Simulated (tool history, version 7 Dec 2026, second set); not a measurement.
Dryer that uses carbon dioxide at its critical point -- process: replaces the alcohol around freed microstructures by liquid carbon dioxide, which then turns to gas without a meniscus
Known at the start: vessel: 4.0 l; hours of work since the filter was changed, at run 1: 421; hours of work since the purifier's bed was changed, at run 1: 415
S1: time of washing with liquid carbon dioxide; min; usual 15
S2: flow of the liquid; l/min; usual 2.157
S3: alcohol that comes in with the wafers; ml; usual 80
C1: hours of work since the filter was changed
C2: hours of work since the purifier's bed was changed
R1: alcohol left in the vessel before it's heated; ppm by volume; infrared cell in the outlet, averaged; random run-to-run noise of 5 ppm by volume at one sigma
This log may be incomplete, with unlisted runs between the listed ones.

run 1 hour=0.0 | S1=15 S2=2.157 S3=80 | C1=421 C2=415 | R1=67
run 2 hour=14.3 | S1=15 S2=2.157 S3=80 | C1=431 C2=425 | R1=55
-- hour=32.1 inlet filter changed
run 3 hour=32.2 | S1=15 S2=2.157 S3=80 | C1=0 C2=436 | R1=35
run 4 hour=43.9 | S1=15 S2=2.157 S3=80 | C1=8 C2=444 | R1=47
run 5 hour=60.7 | S1=15 S2=2.157 S3=80 | C1=19 C2=455 | R1=57
run 6 hour=78.5 | S1=15 S2=2.157 S3=80 | C1=31 C2=467 | R1=54
run 7 hour=94.4 | S1=15 S2=1.480 S3=80 | C1=42 C2=478 | R1=159
run 8 hour=105.3 | S1=15 S2=1.480 S3=80 | C1=50 C2=486 | R1=155
run 9 hour=113.9 | S1=15 S2=1.480 S3=80 | C1=55 C2=491 | R1=161
run 10 hour=126.4 | S1=15 S2=2.157 S3=53 | C1=64 C2=500 | R1=53
run 11 hour=139.7 | S1=15 S2=2.157 S3=53 | C1=73 C2=509 | R1=57
run 12 hour=149.7 | S1=15 S2=2.157 S3=53 | C1=80 C2=516 | R1=48
run 13 hour=157.6 | S1=15 S2=2.157 S3=53 | C1=85 C2=521 | R1=50
run 14 hour=166.1 | S1=15 S2=2.157 S3=68 | C1=91 C2=527 | R1=56
run 15 hour=178.6 | S1=15 S2=2.157 S3=68 | C1=99 C2=535 | R1=57
run 16 hour=191.7 | S1=15 S2=2.157 S3=68 | C1=108 C2=544 | R1=56
run 17 hour=199.6 | S1=15 S2=2.157 S3=68 | C1=113 C2=549 | R1=51
run 18 hour=217.5 | S1=15 S2=2.157 S3=68 | C1=125 C2=561 | R1=49
run 19 hour=233.2 | S1=15 S2=2.157 S3=80 | C1=136 C2=572 | R1=60
run 20 hour=245.5 | S1=15 S2=2.157 S3=80 | C1=144 C2=580 | R1=59
run 21 hour=263.9 | S1=15 S2=2.157 S3=80 | C1=157 C2=593 | R1=64
run 22 hour=272.9 | S1=15 S2=2.157 S3=80 | C1=163 C2=599 | R1=66
run 23 hour=287.8 | S1=15 S2=2.157 S3=80 | C1=173 C2=609 | R1=71
run 24 hour=295.7 | S1=15 S2=3.290 S3=80 | C1=178 C2=614 | R1=41
run 25 hour=303.3 | S1=18 S2=1.370 S3=42 | C1=183 C2=619 | R1=92
run 26 hour=311.4 | S1=18 S2=1.370 S3=42 | C1=189 C2=625 | R1=91
run 27 hour=325.4 | S1=18 S2=1.370 S3=42 | C1=198 C2=634 | R1=90
run 28 hour=343.2 | S1=15 S2=2.760 S3=101 | C1=210 C2=646 | R1=54
run 29 hour=356.1 | S1=20 S2=1.650 S3=80 | C1=219 C2=655 | R1=55
run 30 hour=369.3 | S1=20 S2=1.650 S3=80 | C1=228 C2=664 | R1=61
run 31 hour=378.1 | S1=20 S2=2.610 S3=80 | C1=234 C2=670 | R1=64
run 32 hour=386.0 | S1=13 S2=1.730 S3=49 | C1=239 C2=675 | R1=133
run 33 hour=398.0 | S1=22 S2=2.470 S3=54 | C1=247 C2=683 | R1=54
run 34 hour=413.0 | S1=23 S2=2.460 S3=36 | C1=257 C2=693 | R1=45
run 35 hour=429.9 | S1=23 S2=2.460 S3=36 | C1=269 C2=705 | R1=56
run 36 hour=438.8 | S1=23 S2=2.460 S3=36 | C1=275 C2=711 | R1=61
run 37 hour=452.7 | S1=23 S2=2.460 S3=36 | C1=284 C2=720 | R1=61
run 38 hour=461.7 | S1=14 S2=2.157 S3=80 | C1=290 C2=726 | R1=73
run 39 hour=476.0 | S1=14 S2=2.157 S3=80 | C1=300 C2=736 | R1=93
run 40 hour=486.3 | S1=14 S2=2.157 S3=80 | C1=307 C2=743 | R1=86
run 41 hour=498.5 | S1=13 S2=2.760 S3=23 | C1=315 C2=751 | R1=64
run 42 hour=508.5 | S1=20 S2=2.530 S3=42 | C1=322 C2=758 | R1=59
run 43 hour=522.1 | S1=20 S2=2.530 S3=42 | C1=331 C2=767 | R1=50
run 44 hour=530.3 | S1=20 S2=2.530 S3=42 | C1=337 C2=773 | R1=57
run 45 hour=543.3 | S1=23 S2=2.540 S3=83 | C1=346 C2=782 | R1=57

Same runs, no hidden state in the tool, same run-to-run variation:
Unlogged tool condition in this case: flow that reaches the vessel past the clogged filter, %; alcohol in the recycled carbon dioxide, ppm; drift of the gauge itself on alcohol_ppm, %.
run=1 R1=29
run=2 R1=17
run=3 R1=3
run=4 R1=15
run=5 R1=25
run=6 R1=21
run=7 R1=119
run=8 R1=115
run=9 R1=120
run=10 R1=17
run=11 R1=20
run=12 R1=11
run=13 R1=12
run=14 R1=18
run=15 R1=18
run=16 R1=16
run=17 R1=11
run=18 R1=8
run=19 R1=17
run=20 R1=16
run=21 R1=19
run=22 R1=20
run=23 R1=26
run=24 R1=0
run=25 R1=41
run=26 R1=42
run=27 R1=38
run=28 R1=8
run=29 R1=8
run=30 R1=11
run=31 R1=17
run=32 R1=71
run=33 R1=6
run=34 R1=0
run=35 R1=6
run=36 R1=12
run=37 R1=12
run=38 R1=16
run=39 R1=34
run=40 R1=25
run=41 R1=10
run=42 R1=6
run=43 R1=0
run=44 R1=2
run=45 R1=3

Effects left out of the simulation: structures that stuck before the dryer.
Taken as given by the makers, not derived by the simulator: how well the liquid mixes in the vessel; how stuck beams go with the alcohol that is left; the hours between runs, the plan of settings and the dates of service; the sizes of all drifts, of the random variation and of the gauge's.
